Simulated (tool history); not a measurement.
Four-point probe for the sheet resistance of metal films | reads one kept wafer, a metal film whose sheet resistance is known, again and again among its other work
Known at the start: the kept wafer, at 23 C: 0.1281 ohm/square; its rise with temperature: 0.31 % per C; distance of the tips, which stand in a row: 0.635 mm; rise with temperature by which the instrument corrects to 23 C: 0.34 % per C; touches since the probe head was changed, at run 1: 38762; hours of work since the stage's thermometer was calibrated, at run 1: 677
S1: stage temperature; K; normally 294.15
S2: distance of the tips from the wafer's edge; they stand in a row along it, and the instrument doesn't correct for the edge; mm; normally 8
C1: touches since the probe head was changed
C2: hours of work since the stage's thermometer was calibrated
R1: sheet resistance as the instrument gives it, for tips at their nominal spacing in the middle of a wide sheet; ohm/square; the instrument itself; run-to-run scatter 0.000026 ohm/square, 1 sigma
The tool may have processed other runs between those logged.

Run 1, day 0: usual settings; C1 38762; C2 677. Result: R1 0.129481 ohm/square.
Run 2, day 0.554: usual settings; C1 39114; C2 685. Result: R1 0.129514 ohm/square.
Run 3, day 1.154: usual settings; C1 39495; C2 695. Result: R1 0.129533 ohm/square.
Run 4, day 1.742: usual settings; C1 39867; C2 703. Result: R1 0.129512 ohm/square.
Run 5, day 2.267: usual settings but S1 302.15 K; C1 40200; C2 711. Result: R1 0.129174 ohm/square.
Run 6, day 2.896: usual settings but S1 303.15 K; C1 40600; C2 721. Result: R1 0.129199 ohm/square.
Run 7, day 3.808: usual settings but S1 303.15 K; C1 41178; C2 735. Result: R1 0.12915 ohm/square.
Run 8, day 4.467: usual settings but S1 303.15 K; C1 41596; C2 745. Result: R1 0.129197 ohm/square.
Run 9, day 5.558: usual settings but S1 303.15 K; C1 42288; C2 761. Result: R1 0.129173 ohm/square.
Run 10, day 6.1: usual settings but S1 304.15 K, S2 31 mm; C1 42632; C2 769. Result: R1 0.128779 ohm/square.
Run 11, day 7.046: usual settings but S1 304.15 K, S2 31 mm; C1 43231; C2 784. Result: R1 0.128745 ohm/square.
Run 12, day 8.238: usual settings but S1 304.15 K, S2 31 mm; C1 43990; C2 802. Result: R1 0.128779 ohm/square.
Run 13, day 9.175: usual settings but S1 307.15 K, S2 59 mm; C1 44583; C2 816. Result: R1 0.128646 ohm/square.
Run 14, day 10.133: usual settings but S1 292.15 K, S2 26 mm; C1 45191; C2 830. Result: R1 0.129304 ohm/square.
Run 15, day 11.196: usual settings but S1 297.15 K, S2 26 mm; C1 45865; C2 846. Result: R1 0.12911 ohm/square.
Run 16, day 12.271: usual settings but S1 297.15 K, S2 26 mm; C1 46549; C2 863. Result: R1 0.129092 ohm/square.

Some steps in R1, run to run, broken into two amounts with sign: the step expected even without the hidden condition (settings, incoming material, random variation), and the rest, left for the hidden condition together with whatever gauge scatter is not in both the measured and the hidden-condition-free result:
The tool's hidden condition here consists of: inner tips' distance over the nominal, %; tips' flats over new ones', %; wafer's true temperature over the reading, C; drift of the gauge itself on sheet_ohm, %.
Run 11 -> 12: settings left as they were, no log entry in between. R1 +0.000034 ohm/square: hidden state +0.000011, all else +0.000023.
Run 13 -> 14: S1 307.15 -> 292.15, S2 59 -> 26. R1 +0.000658 ohm/square: hidden state +0.000011, all else +0.000647.
